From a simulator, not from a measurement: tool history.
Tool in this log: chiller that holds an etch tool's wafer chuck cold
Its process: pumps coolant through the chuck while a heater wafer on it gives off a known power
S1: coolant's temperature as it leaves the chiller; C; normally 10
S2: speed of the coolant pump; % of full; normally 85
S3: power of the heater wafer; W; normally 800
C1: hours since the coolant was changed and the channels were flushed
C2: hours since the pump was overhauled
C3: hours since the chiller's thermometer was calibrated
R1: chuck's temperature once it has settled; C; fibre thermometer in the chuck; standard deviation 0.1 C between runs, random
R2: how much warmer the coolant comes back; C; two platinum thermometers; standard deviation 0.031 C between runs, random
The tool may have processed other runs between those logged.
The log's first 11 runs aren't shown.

| run | hour | S1 | S2 | S3 | C1 | C2 | C3 | R1 | R2 |
|---|---|---|---|---|---|---|---|---|---|
| 12 | 1745.8 | 10 | 85 | 800 | 8320 | 5158 | 1546 | 16.0 | 2.51 |
| 13 | 1850.8 | 10 | 85 | 800 | 8424 | 5263 | 1651 | 16.3 | 2.53 |
| 14 | 2039.0 | 10 | 84 | 800 | 8613 | 5451 | 1840 | 16.1 | 2.56 |
| 15 | 2159.2 | 10 | 84 | 1099 | 8733 | 5572 | 1960 | 18.6 | 3.49 |
| 16 | 2336.1 | 10 | 85 | 800 | 8910 | 5748 | 2137 | 16.3 | 2.48 |
| 17 | 2529.5 | 10 | 85 | 800 | 9103 | 5942 | 2330 | 16.1 | 2.56 |
| 18 | 2721.8 | 10 | 85 | 800 | 9296 | 6134 | 2522 | 16.1 | 2.54 |
| 19 | 2829.4 | 7 | 85 | 465 | 9403 | 6242 | 2630 | 10.4 | 1.54 |
| 20 | 2952.7 | 7 | 85 | 465 | 9526 | 6365 | 2753 | 10.7 | 1.51 |
| 21 | 3116.5 | 7 | 77 | 1068 | 9690 | 6529 | 2917 | 15.7 | 3.81 |
| 22 | 3242.2 | 8 | 70 | 920 | 9816 | 6654 | 3043 | 16.1 | 3.60 |
| 23 | 3420.5 | 6 | 89 | 494 | 9994 | 6833 | 3221 | 9.6 | 1.60 |
| 24 | 3607.4 | 1 | 67 | 516 | 10181 | 7020 | 3408 | 5.6 | 2.20 |
| 25 | 3798.2 | 1 | 67 | 516 | 10372 | 7210 | 3599 | 5.6 | 2.23 |
|  | 3808.6 | chiller's thermometer calibrated |
| 26 | 3920.0 | 1 | 67 | 516 | 10493 | 7331 | 111 | 5.7 | 2.17 |
| 27 | 4128.9 | 14 | 63 | 682 | 10702 | 7540 | 320 | 20.3 | 3.01 |
| 28 | 4337.6 | 2 | 63 | 682 | 10910 | 7749 | 529 | 8.2 | 3.04 |
| 29 | 4545.2 | 2 | 63 | 682 | 11118 | 7956 | 737 | 8.2 | 3.04 |
| 30 | 4661.8 | 2 | 63 | 682 | 11235 | 8073 | 853 | 8.3 | 3.03 |
| 31 | 4760.9 | 2 | 95 | 457 | 11334 | 8172 | 952 | 5.2 | 1.40 |

5 options for the next run, each taken on its own from the tool as it stands now. Forecast them:
| A | 4956.4 | 7 | 95 | 457 | 11529 | 8368 | 1148 | ? | ? |
| B | 4956.4 | 15 | 72 | 457 | 11529 | 8368 | 1148 | ? | ? |
| C | 4956.4 | 15 | 68 | 1092 | 11529 | 8368 | 1148 | ? | ? |
| D | 4956.4 | 10 | 76 | 800 | 11529 | 8368 | 1148 | ? | ? |
| E | 4956.4 | 2 | 74 | 457 | 11529 | 8368 | 1148 | ? | ? |

| run | R1 | R2 |
|---|---|---|
| A | 10.3 | 1.43 |
| B | 18.9 | 1.87 |
| C | 24.8 | 4.42 |
| D | 16.7 | 2.97 |
| E | 6.0 | 1.84 |
What these runs would have given with no unlogged condition in the tool:
| run | R1 | R2 |
|---|---|---|
| A | 10.3 | 1.21 |
| B | 18.9 | 1.66 |
| C | 24.7 | 4.20 |
| D | 16.6 | 2.75 |
| E | 5.9 | 1.63 |

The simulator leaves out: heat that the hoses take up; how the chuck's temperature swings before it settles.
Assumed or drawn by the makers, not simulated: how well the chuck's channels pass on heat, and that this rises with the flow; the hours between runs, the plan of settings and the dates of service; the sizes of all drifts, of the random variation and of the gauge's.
